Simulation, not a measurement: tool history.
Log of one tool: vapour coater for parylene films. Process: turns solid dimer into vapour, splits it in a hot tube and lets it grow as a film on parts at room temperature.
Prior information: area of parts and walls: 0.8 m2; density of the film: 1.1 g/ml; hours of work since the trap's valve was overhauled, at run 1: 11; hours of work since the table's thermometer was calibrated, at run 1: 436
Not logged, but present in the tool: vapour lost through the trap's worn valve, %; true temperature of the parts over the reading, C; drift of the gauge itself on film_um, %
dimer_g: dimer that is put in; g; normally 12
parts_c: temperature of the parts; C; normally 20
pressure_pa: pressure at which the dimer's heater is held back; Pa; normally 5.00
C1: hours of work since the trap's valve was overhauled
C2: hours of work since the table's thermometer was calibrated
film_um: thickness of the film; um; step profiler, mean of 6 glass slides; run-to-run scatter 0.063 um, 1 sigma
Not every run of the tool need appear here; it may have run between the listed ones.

run 1 hour=0.0 | dimer_g=12 parts_c=20 pressure_pa=5.00 | C1=11 C2=436 | film_um=9.08
run 2 hour=39.5 | dimer_g=12 parts_c=30 pressure_pa=5.00 | C1=29 C2=455 | film_um=6.53
run 3 hour=78.3 | dimer_g=12 parts_c=20 pressure_pa=2.57 | C1=47 C2=472 | film_um=9.44
run 4 hour=111.9 | dimer_g=12 parts_c=20 pressure_pa=2.57 | C1=62 C2=488 | film_um=9.43
run 5 hour=149.9 | dimer_g=7 parts_c=20 pressure_pa=2.57 | C1=80 C2=505 | film_um=5.47
run 6 hour=197.2 | dimer_g=7 parts_c=20 pressure_pa=2.57 | C1=101 C2=527 | film_um=5.45
run 7 hour=249.2 | dimer_g=7 parts_c=20 pressure_pa=2.57 | C1=125 C2=551 | film_um=5.47
run 8 hour=301.0 | dimer_g=7 parts_c=20 pressure_pa=2.57 | C1=149 C2=575 | film_um=5.39
run 9 hour=329.1 | dimer_g=12 parts_c=20 pressure_pa=5.00 | C1=162 C2=587 | film_um=8.98
run 10 hour=371.6 | dimer_g=12 parts_c=20 pressure_pa=5.00 | C1=182 C2=607 | film_um=8.89
run 11 hour=421.2 | dimer_g=12 parts_c=20 pressure_pa=5.00 | C1=204 C2=630 | film_um=8.80
-- hour=429.1 trap's valve overhauled
run 12 hour=460.6 | dimer_g=12 parts_c=20 pressure_pa=5.00 | C1=14 C2=646 | film_um=8.71
run 13 hour=499.2 | dimer_g=12 parts_c=20 pressure_pa=5.00 | C1=32 C2=664 | film_um=8.63
run 14 hour=536.7 | dimer_g=10 parts_c=15 pressure_pa=11.59 | C1=49 C2=681 | film_um=8.02
run 15 hour=581.6 | dimer_g=12 parts_c=22 pressure_pa=3.75 | C1=70 C2=701 | film_um=8.21
-- hour=632.7 trap's valve overhauled, once more
run 16 hour=642.7 | dimer_g=12 parts_c=22 pressure_pa=2.87 | C1=5 C2=728 | film_um=8.85
run 17 hour=690.5 | dimer_g=12 parts_c=22 pressure_pa=2.87 | C1=27 C2=750 | film_um=8.86
run 18 hour=746.2 | dimer_g=12 parts_c=14 pressure_pa=5.86 | C1=52 C2=775 | film_um=10.87
run 19 hour=803.0 | dimer_g=12 parts_c=19 pressure_pa=3.89 | C1=78 C2=801 | film_um=9.40
run 20 hour=855.4 | dimer_g=12 parts_c=19 pressure_pa=3.89 | C1=102 C2=825 | film_um=9.45
run 21 hour=896.8 | dimer_g=12 parts_c=19 pressure_pa=3.89 | C1=121 C2=844 | film_um=9.40
run 22 hour=935.2 | dimer_g=15 parts_c=16 pressure_pa=8.39 | C1=139 C2=862 | film_um=12.16
run 23 hour=961.4 | dimer_g=15 parts_c=16 pressure_pa=8.39 | C1=151 C2=874 | film_um=12.06
run 24 hour=987.2 | dimer_g=12 parts_c=25 pressure_pa=5.00 | C1=163 C2=886 | film_um=7.62
run 25 hour=1034.8 | dimer_g=12 parts_c=25 pressure_pa=10.10 | C1=185 C2=908 | film_um=7.12
run 26 hour=1072.0 | dimer_g=17 parts_c=20 pressure_pa=3.35 | C1=202 C2=925 | film_um=12.87

What if the next run were any one of these 3? Each begins from the tool's condition after run 26:
run A hour=1095.4 | dimer_g=8 parts_c=20 pressure_pa=3.35 | C1=212 C2=935 | film_um=?
run B hour=1095.4 | dimer_g=7 parts_c=22 pressure_pa=4.55 | C1=212 C2=935 | film_um=?
run C hour=1095.4 | dimer_g=6 parts_c=13 pressure_pa=2.02 | C1=212 C2=935 | film_um=?

run=A film_um=6.04
run=B film_um=4.89
run=C film_um=5.88
Without the tool's hidden state the same runs would have given:
run=A film_um=6.21
run=B film_um=5.03
run=C film_um=6.04

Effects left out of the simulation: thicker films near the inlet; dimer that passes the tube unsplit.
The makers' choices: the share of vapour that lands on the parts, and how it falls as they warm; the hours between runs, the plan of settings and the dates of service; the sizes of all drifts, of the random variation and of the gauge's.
